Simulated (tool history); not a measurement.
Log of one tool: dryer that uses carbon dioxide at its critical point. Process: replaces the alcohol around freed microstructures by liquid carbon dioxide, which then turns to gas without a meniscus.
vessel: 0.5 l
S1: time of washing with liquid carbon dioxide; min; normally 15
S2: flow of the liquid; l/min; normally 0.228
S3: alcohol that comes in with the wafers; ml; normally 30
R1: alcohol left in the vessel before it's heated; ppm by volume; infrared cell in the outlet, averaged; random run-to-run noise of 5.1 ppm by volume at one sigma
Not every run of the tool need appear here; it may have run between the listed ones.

run	hour	S1	S2	S3	R1
1	0.0	15	0.228	30	214
2	8.9	15	0.228	30	199
3	14.7	15	0.228	30	206
4	22.9	15	0.228	105	593
5	29.7	15	0.228	105	584
6	39.6	15	0.228	25	200
7	49.2	15	0.228	25	199
8	56.9	15	0.228	25	200
9	63.9	15	0.228	115	676
10	72.9	15	0.228	61	410
11	82.0	15	0.228	61	411
12	91.6	15	0.228	61	421
13	96.9	15	0.228	61	432
14	102.0	12	0.270	61	529
15	110.3	12	0.270	61	558
16	116.9	12	0.270	61	557
17	124.7	12	0.358	61	160
18	130.6	17	0.155	30	795
19	135.1	15	0.339	30	100
20	139.6	9	0.228	104	6457
21	143.7	9	0.228	104	6478
22	149.9	9	0.147	104	23051
23	155.1	9	0.147	104	23442

Run 24 is up next; what results do you expect?
# hour 161.8: inlet filter changed
24	163.1	9	0.147	104	?

{"run 24": {"R1": 16227}}
The same run, on a tool lacking any hidden state, would have yielded R1 16070 ppm by volume.

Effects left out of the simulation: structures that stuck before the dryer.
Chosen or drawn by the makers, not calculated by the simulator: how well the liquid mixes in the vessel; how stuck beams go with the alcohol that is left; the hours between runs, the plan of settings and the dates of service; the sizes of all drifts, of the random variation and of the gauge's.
